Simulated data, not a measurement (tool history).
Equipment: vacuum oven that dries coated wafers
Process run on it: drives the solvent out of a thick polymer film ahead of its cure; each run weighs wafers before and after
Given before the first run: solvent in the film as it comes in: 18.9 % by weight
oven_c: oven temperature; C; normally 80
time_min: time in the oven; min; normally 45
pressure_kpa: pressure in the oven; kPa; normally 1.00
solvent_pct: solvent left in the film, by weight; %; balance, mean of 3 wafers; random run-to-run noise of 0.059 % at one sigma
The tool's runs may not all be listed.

run	hour	oven_c	time_min	pressure_kpa	solvent_pct
1	0.0	80	45	1.00	4.01
2	71.6	80	45	1.00	3.88
3	120.5	80	45	1.00	4.02
4	215.7	80	45	1.00	4.03
5	269.1	80	37	1.00	4.88
6	310.1	93	37	1.00	1.79
7	359.7	74	45	1.00	6.16
8	411.6	74	45	1.00	6.22
9	488.2	80	45	1.00	4.26
10	562.6	80	45	1.00	4.36
11	652.9	80	45	1.00	4.28
12	715.9	80	45	1.00	4.31
13	757.4	80	45	1.00	4.38
14	837.4	80	45	1.00	4.36
15	916.7	80	45	1.00	4.40
16	958.1	80	45	1.00	4.50
17	1020.4	80	45	1.37	4.91
18	1079.4	80	45	1.37	4.96
19	1152.2	80	45	1.37	5.14
20	1243.7	80	45	1.37	5.08
21	1313.1	80	45	1.00	4.77
22	1353.3	80	45	1.00	4.92
23	1420.4	69	45	1.00	8.96
24	1460.0	80	45	2.02	6.19
25	1532.6	94	45	1.26	1.78
26	1608.7	94	62	0.51	1.10
27	1681.8	94	62	0.51	0.94
28	1750.2	86	55	0.51	2.15
29	1839.6	86	55	0.51	2.15
30	1896.9	77	45	1.00	6.17
31	1988.8	93	22	0.68	3.99
# hour 2063.6: oven's thermocouples calibrated
32	2063.6	85	45	1.38	4.61
33	2112.0	81	59	1.01	4.40
34	2163.5	81	59	1.01	4.51
35	2204.4	81	59	1.01	4.55
36	2280.8	74	45	0.90	8.28
37	2337.4	74	45	0.90	8.55
38	2399.7	80	55	1.47	5.88
# hour 2408.2: vacuum gauge cleaned of residue and calibrated
39	2485.8	95	55	1.47	1.51
# hour 2507.7: oven's thermocouples calibrated, once more
40	2558.3	72	55	1.47	5.61
41	2631.2	72	55	1.47	5.58
42	2699.9	72	55	1.47	5.67
43	2741.8	82	59	0.66	1.57
44	2834.6	67	59	0.66	6.01
45	2876.6	67	32	0.54	9.20
46	2931.0	67	46	1.57	8.80
47	2997.9	67	46	1.57	8.75

Consider 3 possible next runs. They are alternatives, not a sequence: every one starts from the tool as it was left by run 47. What does each give?
A	3067.6	82	46	1.57	?
B	3067.6	67	57	1.08	?
C	3067.6	78	41	3.58	?

run	solvent_pct
A	3.46
B	6.95
C	7.32
What these runs would have given with no unlogged condition in the tool:
run	solvent_pct
A	3.11
B	6.45
C	6.86
